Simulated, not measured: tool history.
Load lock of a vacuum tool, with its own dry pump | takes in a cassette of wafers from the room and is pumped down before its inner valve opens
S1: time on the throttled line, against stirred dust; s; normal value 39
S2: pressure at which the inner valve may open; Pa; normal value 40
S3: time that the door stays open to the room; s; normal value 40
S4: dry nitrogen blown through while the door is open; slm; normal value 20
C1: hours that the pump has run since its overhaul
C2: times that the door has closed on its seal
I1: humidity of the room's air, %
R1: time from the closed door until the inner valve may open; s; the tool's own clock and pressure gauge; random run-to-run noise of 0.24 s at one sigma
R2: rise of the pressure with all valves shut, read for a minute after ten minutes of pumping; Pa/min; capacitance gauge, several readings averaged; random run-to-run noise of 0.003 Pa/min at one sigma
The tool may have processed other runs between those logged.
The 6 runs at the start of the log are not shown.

{"run": 7, "hour": 449.8, "S1": 39, "S2": 41, "S3": 40, "S4": 20, "C1": 1352, "C2": 20995, "I1": 48.2, "R1": 59.4, "R2": 0.135}
{"run": 8, "hour": 491.6, "S1": 21, "S2": 41, "S3": 40, "S4": 20, "C1": 1393, "C2": 21181, "I1": 41.9, "R1": 43.4, "R2": 0.129}
{"run": 9, "hour": 549.6, "S1": 39, "S2": 40, "S3": 25, "S4": 20, "C1": 1451, "C2": 21440, "I1": 45.8, "R1": 59.6, "R2": 0.131}
{"run": 10, "hour": 634.2, "S1": 39, "S2": 40, "S3": 25, "S4": 20, "C1": 1536, "C2": 21818, "I1": 46.3, "R1": 59.4, "R2": 0.128}
{"run": 11, "hour": 686.8, "S1": 39, "S2": 40, "S3": 40, "S4": 20, "C1": 1589, "C2": 22052, "I1": 41.7, "R1": 59.6, "R2": 0.133}
{"run": 12, "hour": 730.7, "S1": 39, "S2": 40, "S3": 97, "S4": 20, "C1": 1632, "C2": 22248, "I1": 45.7, "R1": 59.4, "R2": 0.171}
{"run": 13, "hour": 798.9, "S1": 39, "S2": 40, "S3": 40, "S4": 20, "C1": 1701, "C2": 22552, "I1": 41.6, "R1": 58.9, "R2": 0.142}
{"run": 14, "hour": 891.8, "S1": 39, "S2": 40, "S3": 40, "S4": 20, "C1": 1794, "C2": 22966, "I1": 42.4, "R1": 59.7, "R2": 0.146}
{"run": 15, "hour": 949.2, "S1": 39, "S2": 40, "S3": 40, "S4": 20, "C1": 1851, "C2": 23222, "I1": 49.5, "R1": 59.2, "R2": 0.149}
{"run": 16, "hour": 1019.4, "S1": 39, "S2": 40, "S3": 40, "S4": 20, "C1": 1921, "C2": 23536, "I1": 44, "R1": 59.3, "R2": 0.153}
{"run": 17, "hour": 1103.0, "S1": 39, "S2": 40, "S3": 40, "S4": 20, "C1": 2005, "C2": 23909, "I1": 44, "R1": 59.7, "R2": 0.155}
{"run": 18, "hour": 1195.8, "S1": 39, "S2": 40, "S3": 40, "S4": 20, "C1": 2097, "C2": 24322, "I1": 45.1, "R1": 60, "R2": 0.157}
{"run": 19, "hour": 1266.2, "S1": 38, "S2": 40, "S3": 40, "S4": 11, "C1": 2168, "C2": 24636, "I1": 48.2, "R1": 58.7, "R2": 0.165}
{"run": 20, "hour": 1334.5, "S1": 28, "S2": 33, "S3": 70, "S4": 8, "C1": 2236, "C2": 24941, "I1": 43.8, "R1": 50.7, "R2": 0.202}
{"run": 21, "hour": 1390.3, "S1": 28, "S2": 33, "S3": 70, "S4": 8, "C1": 2292, "C2": 25190, "I1": 46.8, "R1": 50.8, "R2": 0.202}
{"run": 22, "hour": 1437.7, "S1": 28, "S2": 33, "S3": 70, "S4": 8, "C1": 2339, "C2": 25401, "I1": 45.9, "R1": 49.9, "R2": 0.194}
{"run": 23, "hour": 1494.5, "S1": 21, "S2": 41, "S3": 69, "S4": 8, "C1": 2396, "C2": 25655, "I1": 45.3, "R1": 43.8, "R2": 0.206}
{"run": 24, "hour": 1568.5, "S1": 63, "S2": 50, "S3": 27, "S4": 10, "C1": 2470, "C2": 25985, "I1": 48.1, "R1": 80.7, "R2": 0.175}
{"run": 25, "hour": 1655.0, "S1": 63, "S2": 41, "S3": 27, "S4": 23, "C1": 2557, "C2": 26370, "I1": 45.8, "R1": 80.7, "R2": 0.168}
{"run": 26, "hour": 1699.3, "S1": 63, "S2": 41, "S3": 27, "S4": 23, "C1": 2601, "C2": 26568, "I1": 46.9, "R1": 81.1, "R2": 0.165}
{"run": 27, "hour": 1741.2, "S1": 63, "S2": 41, "S3": 27, "S4": 16, "C1": 2643, "C2": 26755, "I1": 47.9, "R1": 81.1, "R2": 0.166}

The next listed run, before its measurement:
{"run": 28, "hour": 1787.2, "S1": 63, "S2": 41, "S3": 27, "S4": 16, "C1": 2689, "C2": 26960, "I1": 48.1, "R1": "?", "R2": "?"}

R1: 80.8 s
R2: 0.169 Pa/min
The same run, on a tool lacking any hidden state, would have yielded R1 80 s, R2 0.033 Pa/min.

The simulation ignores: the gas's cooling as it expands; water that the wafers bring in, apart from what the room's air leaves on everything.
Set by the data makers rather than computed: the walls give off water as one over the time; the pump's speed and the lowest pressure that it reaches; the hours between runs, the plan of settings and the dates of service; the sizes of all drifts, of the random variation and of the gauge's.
